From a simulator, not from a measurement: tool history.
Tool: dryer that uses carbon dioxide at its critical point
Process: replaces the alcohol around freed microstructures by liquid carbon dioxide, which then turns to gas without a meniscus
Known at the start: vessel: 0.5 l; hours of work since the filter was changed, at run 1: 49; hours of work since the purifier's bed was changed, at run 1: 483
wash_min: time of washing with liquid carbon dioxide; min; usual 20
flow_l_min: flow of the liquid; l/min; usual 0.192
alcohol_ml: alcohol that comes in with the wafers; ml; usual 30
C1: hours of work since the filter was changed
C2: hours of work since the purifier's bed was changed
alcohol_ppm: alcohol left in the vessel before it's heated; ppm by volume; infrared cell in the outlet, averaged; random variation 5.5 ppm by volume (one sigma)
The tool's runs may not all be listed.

{"run": 1, "hour": 0.0, "wash_min": 20, "flow_l_min": 0.192, "alcohol_ml": 30, "C1": 49, "C2": 483, "alcohol_ppm": 203}
{"run": 2, "hour": 26.4, "wash_min": 20, "flow_l_min": 0.192, "alcohol_ml": 30, "C1": 62, "C2": 496, "alcohol_ppm": 223}
{"run": 3, "hour": 49.9, "wash_min": 20, "flow_l_min": 0.192, "alcohol_ml": 30, "C1": 74, "C2": 508, "alcohol_ppm": 214}
{"run": 4, "hour": 64.1, "wash_min": 20, "flow_l_min": 0.192, "alcohol_ml": 28, "C1": 81, "C2": 515, "alcohol_ppm": 215}
{"run": 5, "hour": 81.9, "wash_min": 20, "flow_l_min": 0.192, "alcohol_ml": 30, "C1": 90, "C2": 524, "alcohol_ppm": 233}
{"run": 6, "hour": 99.5, "wash_min": 20, "flow_l_min": 0.192, "alcohol_ml": 30, "C1": 98, "C2": 533, "alcohol_ppm": 225}
{"run": 7, "hour": 117.4, "wash_min": 20, "flow_l_min": 0.232, "alcohol_ml": 30, "C1": 107, "C2": 542, "alcohol_ppm": 101}
{"run": 8, "hour": 135.5, "wash_min": 20, "flow_l_min": 0.192, "alcohol_ml": 30, "C1": 116, "C2": 551, "alcohol_ppm": 245}
{"run": 9, "hour": 155.5, "wash_min": 20, "flow_l_min": 0.192, "alcohol_ml": 30, "C1": 126, "C2": 561, "alcohol_ppm": 245}
{"run": 10, "hour": 175.9, "wash_min": 20, "flow_l_min": 0.192, "alcohol_ml": 30, "C1": 137, "C2": 571, "alcohol_ppm": 254}
{"hour": 195.4, "done": "purifier's bed changed"}
{"run": 11, "hour": 203.2, "wash_min": 20, "flow_l_min": 0.192, "alcohol_ml": 30, "C1": 149, "C2": 4, "alcohol_ppm": 201}
{"run": 12, "hour": 224.5, "wash_min": 20, "flow_l_min": 0.192, "alcohol_ml": 30, "C1": 159, "C2": 15, "alcohol_ppm": 209}
{"run": 13, "hour": 244.2, "wash_min": 28, "flow_l_min": 0.27, "alcohol_ml": 48, "C1": 169, "C2": 24, "alcohol_ppm": 14}
{"run": 14, "hour": 260.9, "wash_min": 23, "flow_l_min": 0.192, "alcohol_ml": 38, "C1": 178, "C2": 33, "alcohol_ppm": 119}
{"run": 15, "hour": 276.8, "wash_min": 22, "flow_l_min": 0.192, "alcohol_ml": 94, "C1": 186, "C2": 41, "alcohol_ppm": 391}
{"run": 16, "hour": 288.3, "wash_min": 22, "flow_l_min": 0.192, "alcohol_ml": 94, "C1": 191, "C2": 46, "alcohol_ppm": 392}
{"run": 17, "hour": 301.3, "wash_min": 22, "flow_l_min": 0.192, "alcohol_ml": 94, "C1": 198, "C2": 53, "alcohol_ppm": 403}
{"run": 18, "hour": 321.4, "wash_min": 18, "flow_l_min": 0.133, "alcohol_ml": 30, "C1": 208, "C2": 63, "alcohol_ppm": 1841}
{"run": 19, "hour": 338.7, "wash_min": 24, "flow_l_min": 0.124, "alcohol_ml": 24, "C1": 217, "C2": 72, "alcohol_ppm": 686}
{"run": 20, "hour": 355.0, "wash_min": 24, "flow_l_min": 0.124, "alcohol_ml": 24, "C1": 225, "C2": 80, "alcohol_ppm": 674}
{"run": 21, "hour": 375.1, "wash_min": 24, "flow_l_min": 0.124, "alcohol_ml": 24, "C1": 235, "C2": 90, "alcohol_ppm": 672}
{"run": 22, "hour": 393.6, "wash_min": 17, "flow_l_min": 0.124, "alcohol_ml": 50, "C1": 244, "C2": 99, "alcohol_ppm": 4874}
{"run": 23, "hour": 414.7, "wash_min": 31, "flow_l_min": 0.201, "alcohol_ml": 40, "C1": 255, "C2": 110, "alcohol_ppm": 17}

Forecast each of these 3 alternatives for the next run:
{"run": "A", "hour": 431.3, "wash_min": 21, "flow_l_min": 0.155, "alcohol_ml": 28, "C1": 263, "C2": 118, "alcohol_ppm": "?"}
{"run": "B", "hour": 431.3, "wash_min": 23, "flow_l_min": 0.192, "alcohol_ml": 30, "C1": 263, "C2": 118, "alcohol_ppm": "?"}
{"run": "C", "hour": 431.3, "wash_min": 17, "flow_l_min": 0.201, "alcohol_ml": 40, "C1": 263, "C2": 118, "alcohol_ppm": "?"}

run=A alcohol_ppm=542
run=B alcohol_ppm=121
run=C alcohol_ppm=615
Without the tool's hidden state the same runs would have given:
run=A alcohol_ppm=368
run=B alcohol_ppm=68
run=C alcohol_ppm=410
